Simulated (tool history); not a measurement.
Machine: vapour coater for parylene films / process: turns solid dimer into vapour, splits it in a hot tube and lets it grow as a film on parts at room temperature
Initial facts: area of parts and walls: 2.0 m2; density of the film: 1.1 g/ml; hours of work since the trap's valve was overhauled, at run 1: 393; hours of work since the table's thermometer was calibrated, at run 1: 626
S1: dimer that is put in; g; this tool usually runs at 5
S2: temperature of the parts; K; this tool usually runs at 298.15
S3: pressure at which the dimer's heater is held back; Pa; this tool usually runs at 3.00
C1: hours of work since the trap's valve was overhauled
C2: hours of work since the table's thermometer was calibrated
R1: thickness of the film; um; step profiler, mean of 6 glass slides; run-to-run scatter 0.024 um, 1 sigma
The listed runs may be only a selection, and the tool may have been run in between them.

run   hour  S1      S2    S3   C1    C2    R1
  1    0.0   5  298.15  3.00  393   626  1.63
  2   27.5   5  298.15  3.00  413   646  1.60
  3   54.3   5  298.15  3.00  432   665  1.63
  4   82.1   5  298.15  2.91  451   684  1.60
      88.9  -- trap's valve overhauled
  5  119.0   5  298.15  2.91   21   708  1.74
  6  145.3   5  298.15  2.91   40   726  1.76
  7  162.8   5  298.15  2.91   52   738  1.73
  8  195.2   5  298.15  2.91   75   761  1.72
  9  227.7   5  301.15  3.00   98   784  1.66
 10  260.2   3  298.15  3.00  121   807  1.05
 11  284.2   3  298.15  3.00  138   824  1.02
 12  307.3   5  298.15  3.00  154   841  1.69
 13  323.5   4  298.15  3.00  166   852  1.33
 14  349.1   4  298.15  3.00  184   870  1.37
 15  374.2   4  298.15  3.00  202   888  1.33
 16  395.8   4  295.15  2.61  217   903  1.49
 17  413.0   4  295.15  2.61  229   916  1.44
 18  443.3   5  308.15  3.66  251   937  1.27
 19  460.1   5  305.15  8.92  263   949  1.06
 20  476.3   6  298.15  5.18  274   960  1.75
 21  504.1   6  298.15  5.18  294   980  1.75
 22  534.1   9  295.15  5.73  315  1001  2.68
 23  570.2   9  295.15  5.73  341  1027  2.64
 24  589.5   8  301.15  3.00  354  1040  2.45
 25  620.9   5  299.15  8.65  376  1063  1.22
 26  637.2   2  294.15  7.75  388  1074  0.54
 27  663.6   2  294.15  7.75  407  1093  0.58
 28  687.0   5  298.15  5.53  423  1109  1.37
 29  709.8   5  305.15  4.62  439  1125  1.29

3 ways to go on from here, each from the tool as it stands after run 29. What would each give?
     732.8  -- trap's valve overhauled
  A  738.2   5  291.15  4.62   4  1143   ?
     732.8  -- trap's valve overhauled
  B  738.2   5  305.15  9.49   4  1143   ?
     732.8  -- trap's valve overhauled
  C  738.2   6  295.15  4.16   4  1143   ?

run    R1
  A  1.78
  B  1.15
  C  2.04
The same runs, with their run-to-run variation unchanged, on a tool lacking any hidden condition would have given:
run    R1
  A  1.76
  B  1.13
  C  2.02
